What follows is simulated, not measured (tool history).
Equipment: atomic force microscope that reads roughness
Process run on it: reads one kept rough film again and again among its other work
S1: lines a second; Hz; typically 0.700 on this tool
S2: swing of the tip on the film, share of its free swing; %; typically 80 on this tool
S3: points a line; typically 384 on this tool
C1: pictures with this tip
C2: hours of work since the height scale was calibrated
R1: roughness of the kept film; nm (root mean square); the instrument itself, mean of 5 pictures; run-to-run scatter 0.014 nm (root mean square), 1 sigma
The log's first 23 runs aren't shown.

{"run": 24, "hour": 281.2, "S1": 0.746, "S2": 75, "S3": 384, "C1": 335, "C2": 330, "R1": 1.878}
{"hour": 294.8, "done": "new tip fitted"}
{"run": 25, "hour": 297.0, "S1": 0.729, "S2": 76, "S3": 306, "C1": 4, "C2": 340, "R1": 3.144}
{"run": 26, "hour": 308.2, "S1": 0.7, "S2": 80, "S3": 261, "C1": 25, "C2": 347, "R1": 2.941}
{"run": 27, "hour": 316.4, "S1": 0.7, "S2": 80, "S3": 261, "C1": 41, "C2": 352, "R1": 2.874}
{"run": 28, "hour": 333.3, "S1": 2.428, "S2": 63, "S3": 293, "C1": 73, "C2": 363, "R1": 2.664}
{"run": 29, "hour": 348.6, "S1": 0.843, "S2": 73, "S3": 384, "C1": 102, "C2": 373, "R1": 2.657}
{"run": 30, "hour": 362.7, "S1": 0.843, "S2": 73, "S3": 384, "C1": 129, "C2": 381, "R1": 2.513}
{"run": 31, "hour": 372.1, "S1": 0.843, "S2": 90, "S3": 291, "C1": 146, "C2": 387, "R1": 2.247}

Expected results for the next run?
{"run": 32, "hour": 379.2, "S1": 0.843, "S2": 90, "S3": 291, "C1": 160, "C2": 392, "R1": "?"}

Run 32 produced R1 2.192 nm (root mean square).
With the hidden condition absent and the run-to-run variation left alone, this run would have shown R1 3.028 nm (root mean square).

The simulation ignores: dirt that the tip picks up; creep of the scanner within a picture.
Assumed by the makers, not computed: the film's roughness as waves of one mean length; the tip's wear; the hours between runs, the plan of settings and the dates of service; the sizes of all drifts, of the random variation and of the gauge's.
